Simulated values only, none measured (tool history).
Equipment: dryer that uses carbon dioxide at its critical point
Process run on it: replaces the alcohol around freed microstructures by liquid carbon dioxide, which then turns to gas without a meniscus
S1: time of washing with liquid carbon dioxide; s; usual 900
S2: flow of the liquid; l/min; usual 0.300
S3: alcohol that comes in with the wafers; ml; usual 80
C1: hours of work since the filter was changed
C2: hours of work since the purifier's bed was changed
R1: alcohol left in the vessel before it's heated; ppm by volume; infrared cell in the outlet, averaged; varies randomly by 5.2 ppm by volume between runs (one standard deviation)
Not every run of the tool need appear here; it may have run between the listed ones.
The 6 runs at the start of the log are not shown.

Run 7, hour 73.7: usual settings but S2 0.344 l/min; C1 150; C2 208. Result: R1 135 ppm by volume.
Run 8, hour 90.2: usual settings but S2 0.344 l/min; C1 162; C2 221. Result: R1 146 ppm by volume.
At hour 97.7: inlet filter changed.
Run 9, hour 107.6: usual settings; C1 8; C2 233. Result: R1 126 ppm by volume.
Run 10, hour 118.1: usual settings but S2 0.253 l/min; C1 16; C2 242. Result: R1 372 ppm by volume.
Run 11, hour 132.4: usual settings but S2 0.253 l/min; C1 27; C2 253. Result: R1 402 ppm by volume.
Run 12, hour 141.2: usual settings but S2 0.253 l/min; C1 34; C2 260. Result: R1 410 ppm by volume.
Run 13, hour 153.5: usual settings but S1 1080 s; C1 44; C2 270. Result: R1 50 ppm by volume.
Run 14, hour 168.1: usual settings but S1 540 s; C1 55; C2 281. Result: R1 2385 ppm by volume.
Run 15, hour 182.9: usual settings but S1 540 s, S2 0.454 l/min; C1 67; C2 293. Result: R1 254 ppm by volume.
Run 16, hour 191.5: usual settings but S1 540 s, S2 0.454 l/min; C1 74; C2 299. Result: R1 274 ppm by volume.
Run 17, hour 201.0: usual settings but S1 540 s, S2 0.454 l/min; C1 81; C2 307. Result: R1 294 ppm by volume.
Run 18, hour 210.8: usual settings but S1 540 s, S2 0.454 l/min; C1 89; C2 315. Result: R1 311 ppm by volume.
Run 19, hour 226.2: usual settings; C1 101; C2 327. Result: R1 220 ppm by volume.
Run 20, hour 236.1: usual settings; C1 109; C2 334. Result: R1 249 ppm by volume.
Run 21, hour 254.1: usual settings; C1 123; C2 349. Result: R1 256 ppm by volume.
Run 22, hour 262.9: usual settings; C1 130; C2 356. Result: R1 273 ppm by volume.
Run 23, hour 279.3: usual settings but S1 540 s, S2 0.380 l/min; C1 143; C2 368. Result: R1 1141 ppm by volume.
Run 24, hour 294.6: usual settings but S1 540 s, S2 0.380 l/min; C1 155; C2 380. Result: R1 1302 ppm by volume.
At hour 311.6: inlet filter changed.
Run 25, hour 313.2: usual settings but S1 660 s, S2 0.200 l/min; C1 1; C2 394. Result: R1 4635 ppm by volume.

What will run 26 give?
Run 26, hour 321.0: usual settings but S1 960 s, S2 0.393 l/min, S3 50 ml; C1 7; C2 401. Result: R1 ?.

{"run 26": {"R1": 32}}
Had the tool carried no hidden state, the very same run would have given R1 7 ppm by volume.
